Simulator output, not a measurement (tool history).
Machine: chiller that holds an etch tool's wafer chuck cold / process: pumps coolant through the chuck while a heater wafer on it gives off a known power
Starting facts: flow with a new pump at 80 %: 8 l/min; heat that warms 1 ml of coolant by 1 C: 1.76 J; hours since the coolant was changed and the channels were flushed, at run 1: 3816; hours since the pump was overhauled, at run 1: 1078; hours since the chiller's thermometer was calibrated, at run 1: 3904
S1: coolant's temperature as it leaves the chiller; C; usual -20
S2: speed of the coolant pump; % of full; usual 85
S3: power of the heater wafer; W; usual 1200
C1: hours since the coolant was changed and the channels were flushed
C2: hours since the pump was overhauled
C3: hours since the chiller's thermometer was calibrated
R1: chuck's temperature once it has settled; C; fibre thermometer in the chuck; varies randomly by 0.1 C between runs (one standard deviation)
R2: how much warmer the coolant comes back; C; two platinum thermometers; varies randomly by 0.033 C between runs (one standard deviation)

run 1 hour=0 | S1=-20 S2=85 S3=1200 | C1=3816 C2=1078 C3=3904 | R1=-6.8 R2=4.96
run 2 hour=25.9 | S1=-20 S2=94 S3=1200 | C1=3842 C2=1104 C3=3930 | R1=-7.7 R2=4.43
run 3 hour=43.6 | S1=-21 S2=94 S3=1200 | C1=3860 C2=1121 C3=3948 | R1=-9 R2=4.45
run 4 hour=61.7 | S1=-21 S2=94 S3=1200 | C1=3878 C2=1139 C3=3966 | R1=-8.7 R2=4.49
run 5 hour=87.9 | S1=-20 S2=85 S3=1771 | C1=3904 C2=1166 C3=3992 | R1=-0.1 R2=7.28
run 6 hour=107.6 | S1=-20 S2=85 S3=1771 | C1=3924 C2=1185 C3=4012 | R1=-0.1 R2=7.34
run 7 hour=139.9 | S1=-28 S2=85 S3=1200 | C1=3956 C2=1218 C3=4044 | R1=-14.7 R2=4.9
run 8 hour=163.9 | S1=-28 S2=85 S3=1200 | C1=3980 C2=1242 C3=4068 | R1=-14.7 R2=4.97
run 9 hour=180.2 | S1=-20 S2=85 S3=1200 | C1=3997 C2=1258 C3=4084 | R1=-6.5 R2=4.98
run 10 hour=203.4 | S1=-20 S2=85 S3=1200 | C1=4020 C2=1281 C3=4108 | R1=-6.5 R2=5.01
run 11 hour=234.7 | S1=-20 S2=85 S3=1200 | C1=4051 C2=1313 C3=4139 | R1=-6.5 R2=4.95
run 12 hour=262.6 | S1=-20 S2=85 S3=1200 | C1=4079 C2=1340 C3=4167 | R1=-6.5 R2=4.93
run 13 hour=300.3 | S1=-20 S2=85 S3=1200 | C1=4117 C2=1378 C3=4204 | R1=-6.5 R2=4.97
run 14 hour=336.3 | S1=-20 S2=85 S3=1200 | C1=4153 C2=1414 C3=4240 | R1=-6.4 R2=5.1
-- hour=338.9 chiller's thermometer calibrated
run 15 hour=371.4 | S1=-19 S2=66 S3=1603 | C1=4187 C2=1448 C3=33 | R1=4 R2=8.62
run 16 hour=402.7 | S1=-24 S2=79 S3=1200 | C1=4218 C2=1479 C3=64 | R1=-9.8 R2=5.38
run 17 hour=421.2 | S1=-27 S2=97 S3=738 | C1=4237 C2=1498 C3=82 | R1=-20 R2=2.68
run 18 hour=455.2 | S1=-21 S2=97 S3=1145 | C1=4271 C2=1532 C3=116 | R1=-9.6 R2=4.18
run 19 hour=492.1 | S1=-14 S2=65 S3=1332 | C1=4307 C2=1569 C3=153 | R1=5.3 R2=7.3
-- hour=516.5 chiller's thermometer calibrated, once more
run 20 hour=516.5 | S1=-14 S2=92 S3=1332 | C1=4331 C2=1592 C3=0 | R1=0.3 R2=5.14
run 21 hour=535.7 | S1=-20 S2=61 S3=887 | C1=4350 C2=1612 C3=19 | R1=-6.2 R2=5.18
run 22 hour=562.7 | S1=-27 S2=60 S3=1200 | C1=4377 C2=1638 C3=46 | R1=-8 R2=7.12
run 23 hour=590.7 | S1=-27 S2=60 S3=1200 | C1=4405 C2=1667 C3=74 | R1=-8 R2=7.14
run 24 hour=612 | S1=-14 S2=85 S3=876 | C1=4426 C2=1688 C3=95 | R1=-4 R2=3.66
run 25 hour=636 | S1=-24 S2=75 S3=1090 | C1=4450 C2=1712 C3=119 | R1=-10.1 R2=5.15

Selected run-to-run steps in R1, each split into two signed amounts: the part the tool would show with no hidden state at all (from settings, incoming material and random variation), and the remainder, which goes to the hidden state together with any gauge scatter not common to the measured and the hidden-state-free results:
Hidden state present: heat passed by the chuck's channels, % of clean ones'; flow at a given pump speed, % of a new pump's; coolant's true temperature over the reading, C; drift of the gauge itself on chuck_c, C; drift of the gauge itself on warmer_back_c, C.
Run 6 -> 7: S1 -20 -> -28, S3 1771 -> 1200. R1 -14.6 C: hidden state -0.5, all else -14.1.
Run 14 -> 15: S1 -20 -> -19, S2 85 -> 66, S3 1200 -> 1603, chiller's thermometer calibrated. R1 +10.4 C: hidden state +0.8, all else +9.6.
Run 15 -> 16: S1 -19 -> -24, S2 66 -> 79, S3 1603 -> 1200. R1 -13.8 C: hidden state -0.8, all else -13.
Run 18 -> 19: S1 -21 -> -14, S2 97 -> 65, S3 1145 -> 1332. R1 +14.9 C: hidden state +0.7, all else +14.2.
